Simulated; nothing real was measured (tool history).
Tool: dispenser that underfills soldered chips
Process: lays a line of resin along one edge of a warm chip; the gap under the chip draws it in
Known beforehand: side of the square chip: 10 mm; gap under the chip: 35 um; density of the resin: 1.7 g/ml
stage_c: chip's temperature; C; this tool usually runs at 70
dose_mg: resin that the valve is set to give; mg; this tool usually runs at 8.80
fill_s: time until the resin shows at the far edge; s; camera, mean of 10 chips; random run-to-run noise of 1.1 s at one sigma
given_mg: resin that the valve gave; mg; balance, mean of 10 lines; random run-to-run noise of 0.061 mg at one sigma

Run 1, hour 0.0: usual settings. Result: fill_s 118.7 s, given_mg 7.96 mg.
Run 2, hour 5.9: usual settings. Result: fill_s 170.7 s, given_mg 7.87 mg.
At hour 10.2: new syringe of resin.
Run 3, hour 11.8: usual settings. Result: fill_s 121.1 s, given_mg 7.80 mg.
At hour 15.6: dispensing valve cleaned and set on the balance.
Run 4, hour 18.3: usual settings but dose_mg 10.02 mg. Result: fill_s 166.9 s, given_mg 9.95 mg.
At hour 22.1: new syringe of resin.
Run 5, hour 27.5: usual settings. Result: fill_s 148.8 s, given_mg 8.77 mg.
At hour 32.7: new syringe of resin.
Run 6, hour 33.7: usual settings. Result: fill_s 114.6 s, given_mg 8.83 mg.
Run 7, hour 40.1: usual settings. Result: fill_s 172.0 s, given_mg 8.60 mg.
At hour 44.1: new syringe of resin.
Run 8, hour 47.0: usual settings. Result: fill_s 126.8 s, given_mg 8.66 mg.
At hour 55.3: new syringe of resin.
Run 9, hour 55.8: usual settings but stage_c 61 C, dose_mg 10.62 mg. Result: fill_s 152.0 s, given_mg 10.40 mg.
Run 10, hour 64.2: usual settings but stage_c 61 C, dose_mg 10.62 mg. Result: fill_s 253.7 s, given_mg 10.26 mg.
At hour 66.1: new syringe of resin.
Run 11, hour 74.5: usual settings but stage_c 60 C. Result: fill_s 260.3 s, given_mg 8.61 mg.

The next listed run, before its measurement:
At hour 77.1: new syringe of resin.
Run 12, hour 79.7: usual settings but stage_c 74 C, dose_mg 10.49 mg. Result: fill_s ?, given_mg ?.

{"run 12": {"fill_s": 105.6, "given_mg": 10.06}}
Without the tool's hidden state the same run would have given fill_s 93.1 s, given_mg 10.53 mg.
